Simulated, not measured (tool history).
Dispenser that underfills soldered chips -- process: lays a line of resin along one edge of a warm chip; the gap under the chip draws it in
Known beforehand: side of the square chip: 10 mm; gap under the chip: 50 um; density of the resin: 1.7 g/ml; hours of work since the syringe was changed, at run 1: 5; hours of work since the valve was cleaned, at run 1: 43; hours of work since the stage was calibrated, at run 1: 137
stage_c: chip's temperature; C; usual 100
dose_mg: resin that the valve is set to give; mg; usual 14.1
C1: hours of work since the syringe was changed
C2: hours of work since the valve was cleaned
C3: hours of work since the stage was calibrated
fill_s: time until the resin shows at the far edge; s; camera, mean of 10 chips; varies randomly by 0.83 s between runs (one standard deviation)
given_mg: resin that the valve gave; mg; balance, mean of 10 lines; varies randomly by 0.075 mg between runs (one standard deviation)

Run 1, day 0.000: usual settings; C1 5; C2 43; C3 137. Result: fill_s 92.0 s, given_mg 13.84 mg.
At day 0.075: new syringe of resin.
Run 2, day 0.221: usual settings but dose_mg 14.4 mg; C1 3; C2 47; C3 140. Result: fill_s 83.6 s, given_mg 14.08 mg.
Run 3, day 0.329: usual settings but dose_mg 14.4 mg; C1 5; C2 49; C3 142. Result: fill_s 87.9 s, given_mg 14.03 mg.
At day 0.429: new syringe of resin.
Run 4, day 0.488: usual settings but dose_mg 14.4 mg; C1 1; C2 51; C3 145. Result: fill_s 78.1 s, given_mg 13.98 mg.
Run 5, day 0.625: usual settings but dose_mg 14.4 mg; C1 4; C2 54; C3 148. Result: fill_s 83.9 s, given_mg 14.08 mg.
Run 6, day 0.733: usual settings but dose_mg 14.4 mg; C1 6; C2 56; C3 149. Result: fill_s 90.9 s, given_mg 13.95 mg.
At day 0.804: new syringe of resin.
Run 7, day 0.896: usual settings but dose_mg 14.4 mg; C1 2; C2 59; C3 152. Result: fill_s 80.7 s, given_mg 13.88 mg.
Run 8, day 1.033: usual settings but stage_c 85 C; C1 4; C2 61; C3 155. Result: fill_s 163.8 s, given_mg 13.60 mg.
At day 1.162: new syringe of resin.
Run 9, day 1.288: usual settings but stage_c 85 C; C1 2; C2 65; C3 159. Result: fill_s 152.9 s, given_mg 13.49 mg.
Run 10, day 1.496: usual settings but stage_c 85 C; C1 6; C2 69; C3 163. Result: fill_s 172.5 s, given_mg 13.67 mg.
At day 1.521: new syringe of resin.
Run 11, day 1.642: usual settings but stage_c 85 C; C1 2; C2 72; C3 165. Result: fill_s 156.9 s, given_mg 13.44 mg.
Run 12, day 1.762: usual settings but dose_mg 12.6 mg; C1 4; C2 74; C3 168. Result: fill_s 90.8 s, given_mg 12.03 mg.
At day 1.883: new syringe of resin.
Run 13, day 1.971: usual settings but dose_mg 12.6 mg; C1 2; C2 77; C3 171. Result: fill_s 80.9 s, given_mg 12.05 mg.
Run 14, day 2.196: usual settings; C1 6; C2 82; C3 175. Result: fill_s 91.2 s, given_mg 13.43 mg.
At day 2.242: new syringe of resin.
Run 15, day 2.346: usual settings but dose_mg 13.4 mg; C1 2; C2 84; C3 178. Result: fill_s 83.2 s, given_mg 12.72 mg.
Run 16, day 2.583: usual settings but stage_c 101 C; C1 6; C2 88; C3 182. Result: fill_s 89.4 s, given_mg 13.33 mg.
At day 2.612: new syringe of resin.
Run 17, day 2.817: usual settings but stage_c 101 C; C1 4; C2 92; C3 186. Result: fill_s 80.2 s, given_mg 13.36 mg.
At day 2.975: new syringe of resin.
Run 18, day 3.050: usual settings but stage_c 101 C; C1 1; C2 96; C3 190. Result: fill_s 75.7 s, given_mg 13.20 mg.
Run 19, day 3.188: usual settings but stage_c 104 C, dose_mg 17.1 mg; C1 4; C2 99; C3 193. Result: fill_s 72.9 s, given_mg 16.10 mg.
At day 3.342: new syringe of resin.
Run 20, day 3.400: usual settings but stage_c 115 C, dose_mg 18.3 mg; C1 1; C2 103; C3 196. Result: fill_s 42.9 s, given_mg 17.11 mg.
At day 3.483: dispensing valve cleaned and set on the balance.
Run 21, day 3.629: usual settings but stage_c 115 C, dose_mg 14.3 mg; C1 4; C2 3; C3 200. Result: fill_s 48.1 s, given_mg 14.30 mg.
At day 3.746: new syringe of resin.
Run 22, day 3.833: usual settings but dose_mg 16.3 mg; C1 2; C2 6; C3 203. Result: fill_s 81.3 s, given_mg 16.22 mg.
Run 23, day 3.958: usual settings but dose_mg 16.3 mg; C1 4; C2 8; C3 205. Result: fill_s 85.0 s, given_mg 16.08 mg.
At day 4.117: new syringe of resin.
Run 24, day 4.125: usual settings but dose_mg 16.3 mg; C1 0; C2 11; C3 208. Result: fill_s 74.7 s, given_mg 16.18 mg.
Run 25, day 4.358: usual settings but stage_c 97 C, dose_mg 13.4 mg; C1 4; C2 15; C3 213. Result: fill_s 97.7 s, given_mg 13.21 mg.
At day 4.475: new syringe of resin.
Run 26, day 4.517: usual settings but dose_mg 12.4 mg; C1 1; C2 18; C3 215. Result: fill_s 79.9 s, given_mg 12.13 mg.
Run 27, day 4.742: usual settings but stage_c 101 C, dose_mg 17.3 mg; C1 5; C2 22; C3 219. Result: fill_s 85.5 s, given_mg 17.04 mg.

Estimate the outcome of run 28 from the log above:
At day 4.829: new syringe of resin.
Run 28, day 4.996: usual settings but stage_c 108 C, dose_mg 14.9 mg; C1 3; C2 27; C3 224. Result: fill_s ?, given_mg ?.

fill_s: 60.0 s
given_mg: 14.72 mg
Had the tool carried no hidden state, the very same run would have given fill_s 55.6 s, given_mg 14.98 mg.
